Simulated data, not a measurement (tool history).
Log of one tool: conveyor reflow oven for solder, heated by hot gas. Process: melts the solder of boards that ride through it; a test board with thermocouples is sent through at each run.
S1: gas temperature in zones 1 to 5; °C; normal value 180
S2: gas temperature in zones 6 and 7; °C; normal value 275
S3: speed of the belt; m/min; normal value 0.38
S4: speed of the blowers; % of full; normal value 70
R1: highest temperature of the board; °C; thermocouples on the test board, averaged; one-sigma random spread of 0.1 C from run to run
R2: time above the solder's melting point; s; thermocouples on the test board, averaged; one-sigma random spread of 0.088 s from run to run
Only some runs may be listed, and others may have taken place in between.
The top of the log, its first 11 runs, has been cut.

{"run": 12, "hour": 295.7, "S1": 193, "S2": 275, "S3": 0.38, "S4": 70, "R1": 265.6, "R2": 90.85}
{"hour": 301.4, "done": "thermocouples of zones 6 and 7 changed"}
{"run": 13, "hour": 329.1, "S1": 193, "S2": 275, "S3": 0.38, "S4": 70, "R1": 263.2, "R2": 89.5}
{"run": 14, "hour": 344.6, "S1": 169, "S2": 275, "S3": 0.38, "S4": 70, "R1": 259.5, "R2": 75.86}
{"run": 15, "hour": 375.7, "S1": 169, "S2": 275, "S3": 0.38, "S4": 70, "R1": 259.6, "R2": 75.85}
{"run": 16, "hour": 411.9, "S1": 169, "S2": 266, "S3": 0.306, "S4": 61, "R1": 255.8, "R2": 92.56}
{"run": 17, "hour": 428.2, "S1": 180, "S2": 275, "S3": 0.373, "S4": 70, "R1": 261.8, "R2": 83.55}
{"run": 18, "hour": 453.2, "S1": 180, "S2": 275, "S3": 0.373, "S4": 70, "R1": 261.6, "R2": 83.65}
{"run": 19, "hour": 485.0, "S1": 180, "S2": 275, "S3": 0.373, "S4": 70, "R1": 261.5, "R2": 83.56}
{"run": 20, "hour": 515.6, "S1": 180, "S2": 275, "S3": 0.373, "S4": 70, "R1": 261.6, "R2": 83.68}
{"run": 21, "hour": 541.9, "S1": 175, "S2": 275, "S3": 0.373, "S4": 54, "R1": 257.4, "R2": 77.3}
{"run": 22, "hour": 571.6, "S1": 172, "S2": 269, "S3": 0.373, "S4": 54, "R1": 251.6, "R2": 70.7}
{"run": 23, "hour": 598.0, "S1": 186, "S2": 289, "S3": 0.31, "S4": 59, "R1": 278.7, "R2": 115.44}
{"run": 24, "hour": 629.7, "S1": 185, "S2": 289, "S3": 0.328, "S4": 51, "R1": 275.2, "R2": 107.19}
{"run": 25, "hour": 659.8, "S1": 180, "S2": 275, "S3": 0.38, "S4": 75, "R1": 261.6, "R2": 81.95}
{"hour": 668.0, "done": "flux residue cleaned out of gas plates and filters"}
{"run": 26, "hour": 699.3, "S1": 185, "S2": 275, "S3": 0.38, "S4": 80, "R1": 265.5, "R2": 87.39}
{"run": 27, "hour": 716.5, "S1": 180, "S2": 275, "S3": 0.416, "S4": 70, "R1": 260.7, "R2": 74.48}
{"run": 28, "hour": 737.9, "S1": 180, "S2": 275, "S3": 0.416, "S4": 70, "R1": 261, "R2": 74.37}
{"run": 29, "hour": 764.3, "S1": 180, "S2": 275, "S3": 0.416, "S4": 70, "R1": 260.9, "R2": 74.2}
{"run": 30, "hour": 783.2, "S1": 179, "S2": 275, "S3": 0.38, "S4": 61, "R1": 261.4, "R2": 81.42}

Predict each of these 5 candidate next runs independently; none follows another, all start after run 30:
{"run": "A", "hour": 807.3, "S1": 177, "S2": 275, "S3": 0.38, "S4": 70, "R1": "?", "R2": "?"}
{"run": "B", "hour": 807.3, "S1": 179, "S2": 276, "S3": 0.38, "S4": 61, "R1": "?", "R2": "?"}
{"run": "C", "hour": 807.3, "S1": 193, "S2": 274, "S3": 0.38, "S4": 56, "R1": "?", "R2": "?"}
{"run": "D", "hour": 807.3, "S1": 167, "S2": 275, "S3": 0.395, "S4": 61, "R1": "?", "R2": "?"}
{"run": "E", "hour": 807.3, "S1": 176, "S2": 264, "S3": 0.307, "S4": 61, "R1": "?", "R2": "?"}

run=A R1=262.8 R2=81.87
run=B R1=262.4 R2=82.04
run=C R1=261.7 R2=88.7
run=D R1=258.1 R2=71.11
run=E R1=256.1 R2=97.01
What these runs would have given with no unlogged condition in the tool:
run=A R1=262.7 R2=81.1
run=B R1=262.1 R2=81.21
run=C R1=261.4 R2=87.76
run=D R1=257.9 R2=70.43
run=E R1=255.8 R2=95.98

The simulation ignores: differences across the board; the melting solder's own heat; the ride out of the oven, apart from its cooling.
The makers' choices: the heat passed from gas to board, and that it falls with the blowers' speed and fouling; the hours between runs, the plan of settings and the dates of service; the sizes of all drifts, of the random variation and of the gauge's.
